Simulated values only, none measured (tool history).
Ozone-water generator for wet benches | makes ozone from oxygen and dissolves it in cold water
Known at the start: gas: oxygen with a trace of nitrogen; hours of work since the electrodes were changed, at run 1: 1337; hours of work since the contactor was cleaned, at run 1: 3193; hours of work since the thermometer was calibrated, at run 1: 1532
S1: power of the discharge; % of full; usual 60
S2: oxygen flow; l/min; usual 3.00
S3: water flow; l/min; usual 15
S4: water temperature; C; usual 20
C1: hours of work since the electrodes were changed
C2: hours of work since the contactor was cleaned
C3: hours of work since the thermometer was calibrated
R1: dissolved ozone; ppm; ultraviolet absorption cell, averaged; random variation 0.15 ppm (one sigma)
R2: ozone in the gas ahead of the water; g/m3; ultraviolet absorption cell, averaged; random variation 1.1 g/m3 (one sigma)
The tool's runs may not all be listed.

| run | hour | S1 | S2 | S3 | S4 | C1 | C2 | C3 | R1 | R2 |
|---|---|---|---|---|---|---|---|---|---|---|
| 1 | 0.0 | 60 | 3.00 | 15 | 20 | 1337 | 3193 | 1532 | 18.1 | 196.1 |
| 2 | 55.5 | 60 | 3.00 | 15 | 20 | 1372 | 3228 | 1567 | 18.2 | 196.8 |
| 3 | 101.0 | 60 | 3.00 | 15 | 20 | 1401 | 3257 | 1596 | 17.9 | 196.2 |
| 4 | 163.6 | 60 | 3.00 | 15 | 20 | 1440 | 3297 | 1636 | 18.2 | 195.3 |
| 5 | 228.4 | 60 | 3.00 | 15 | 20 | 1481 | 3338 | 1677 | 18.3 | 196.7 |
| 6 | 319.7 | 60 | 3.00 | 15 | 20 | 1539 | 3396 | 1735 | 17.9 | 196.7 |
| 7 | 411.5 | 60 | 3.00 | 15 | 20 | 1598 | 3454 | 1793 | 18.2 | 198.2 |
| 8 | 483.5 | 60 | 3.00 | 15 | 20 | 1643 | 3500 | 1839 | 17.7 | 197.3 |
| 9 | 559.0 | 60 | 4.06 | 15 | 20 | 1691 | 3548 | 1887 | 18.3 | 168.0 |
| 10 | 665.7 | 96 | 3.00 | 15 | 20 | 1759 | 3616 | 1955 | 22.9 | 249.7 |
| 11 | 726.2 | 60 | 3.00 | 15 | 20 | 1798 | 3654 | 1993 | 18.3 | 198.4 |
| 12 | 774.0 | 54 | 3.00 | 15 | 20 | 1828 | 3685 | 2023 | 17.2 | 186.0 |
| 13 | 853.9 | 60 | 3.00 | 16 | 20 | 1879 | 3735 | 2074 | 16.8 | 197.5 |
| 14 | 901.4 | 60 | 3.00 | 16 | 20 | 1909 | 3765 | 2104 | 16.8 | 199.5 |
| 15 | 951.0 | 60 | 3.00 | 16 | 20 | 1940 | 3797 | 2136 | 16.9 | 199.7 |
| 16 | 1024.8 | 60 | 3.00 | 20 | 20 | 1987 | 3844 | 2183 | 13.4 | 199.2 |
| 17 | 1100.3 | 60 | 3.00 | 20 | 20 | 2035 | 3892 | 2231 | 13.7 | 196.4 |
| 18 | 1170.2 | 60 | 2.70 | 22 | 20 | 2079 | 3936 | 2275 | 12.1 | 209.9 |
| 19 | 1241.6 | 60 | 2.70 | 22 | 20 | 2125 | 3981 | 2320 | 11.9 | 209.3 |
| 20 | 1332.3 | 41 | 3.11 | 21 | 20 | 2182 | 4039 | 2378 | 10.6 | 160.7 |
| 21 | 1394.1 | 41 | 1.94 | 16 | 20 | 2222 | 4078 | 2417 | 13.2 | 203.2 |
| 22 | 1499.9 | 60 | 4.84 | 15 | 20 | 2289 | 4145 | 2484 | 18.4 | 155.4 |
| 23 | 1595.0 | 67 | 3.80 | 17 | 20 | 2349 | 4206 | 2545 | 17.4 | 187.2 |
|  | 1649.6 | gauge calibrated |
| 24 | 1701.0 | 67 | 3.80 | 15 | 23 | 2416 | 4273 | 2612 | 18.7 | 181.9 |
| 25 | 1766.1 | 67 | 3.80 | 15 | 23 | 2458 | 4314 | 2653 | 18.6 | 182.7 |
| 26 | 1830.7 | 60 | 2.07 | 20 | 13 | 2499 | 4355 | 2694 | 13.3 | 237.2 |
| 27 | 1901.3 | 57 | 3.00 | 15 | 20 | 2544 | 4400 | 2739 | 17.4 | 190.8 |
| 28 | 1971.3 | 57 | 3.00 | 22 | 20 | 2588 | 4445 | 2783 | 11.9 | 191.6 |
| 29 | 2038.8 | 53 | 2.63 | 15 | 14 | 2631 | 4488 | 2826 | 17.7 | 196.7 |
| 30 | 2089.4 | 60 | 2.46 | 15 | 13 | 2663 | 4520 | 2858 | 19.0 | 217.2 |
| 31 | 2158.4 | 46 | 2.86 | 11 | 16 | 2707 | 4563 | 2902 | 21.6 | 174.4 |
| 32 | 2210.6 | 84 | 2.86 | 11 | 16 | 2740 | 4597 | 2935 | 29.3 | 239.3 |

Hidden state at the last listed run before each entry between runs and at the first one after, where it differs:
Between runs 23 and 24: gauge calibrated (hour 1649.6)
  drift of the gauge itself on gas_g_m3, %: 2.73 -> 0.09
  measured less the result without the state, R2: +4.9 -> +0.0 g/m3
